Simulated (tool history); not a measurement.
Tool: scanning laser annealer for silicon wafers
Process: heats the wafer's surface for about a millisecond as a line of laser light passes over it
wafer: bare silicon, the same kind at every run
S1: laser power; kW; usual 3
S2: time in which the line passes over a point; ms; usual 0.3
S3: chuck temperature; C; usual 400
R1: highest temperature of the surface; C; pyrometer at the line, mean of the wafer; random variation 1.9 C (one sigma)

run 1 day=0 | S1=3 S2=0.3 S3=400 | R1=1219
run 2 day=0.308 | S1=3 S2=0.3 S3=400 | R1=1220
run 3 day=0.875 | S1=3 S2=0.3 S3=400 | R1=1217
run 4 day=1.208 | S1=3 S2=0.3 S3=400 | R1=1218
run 5 day=1.667 | S1=3 S2=0.3 S3=400 | R1=1219
run 6 day=1.925 | S1=3 S2=0.3 S3=362 | R1=1181
run 7 day=2.258 | S1=3 S2=0.3 S3=362 | R1=1180
run 8 day=2.804 | S1=3 S2=0.3 S3=362 | R1=1181
run 9 day=3.271 | S1=3 S2=0.3 S3=362 | R1=1178
run 10 day=3.75 | S1=3 S2=0.3 S3=362 | R1=1179
run 11 day=4.058 | S1=3 S2=0.3 S3=362 | R1=1180
run 12 day=4.508 | S1=3 S2=0.3 S3=362 | R1=1179
run 13 day=5.021 | S1=3 S2=0.3 S3=419 | R1=1235
run 14 day=5.579 | S1=3 S2=0.3 S3=419 | R1=1236
run 15 day=5.938 | S1=3 S2=0.3 S3=360 | R1=1179
run 16 day=6.442 | S1=3 S2=0.3 S3=438 | R1=1252
run 17 day=6.762 | S1=3 S2=0.3 S3=438 | R1=1252
run 18 day=7.038 | S1=3 S2=0.3 S3=438 | R1=1252
run 19 day=7.462 | S1=3 S2=0.3 S3=438 | R1=1251
-- day=7.575 window over the wafer cleaned
run 20 day=8.108 | S1=3.084 S2=0.268 S3=384 | R1=1187
run 21 day=8.575 | S1=2.625 S2=0.272 S3=362 | R1=1037
run 22 day=9.075 | S1=3.282 S2=0.272 S3=430 | R1=1288
run 23 day=9.575 | S1=2.56 S2=0.272 S3=392 | R1=1052

Forecast run 24:
run 24 day=9.917 | S1=2.56 S2=0.272 S3=392 | R1=?

Run 24 gave R1 1046 C.
Without the tool's hidden state the same run would have given R1 1059 C.

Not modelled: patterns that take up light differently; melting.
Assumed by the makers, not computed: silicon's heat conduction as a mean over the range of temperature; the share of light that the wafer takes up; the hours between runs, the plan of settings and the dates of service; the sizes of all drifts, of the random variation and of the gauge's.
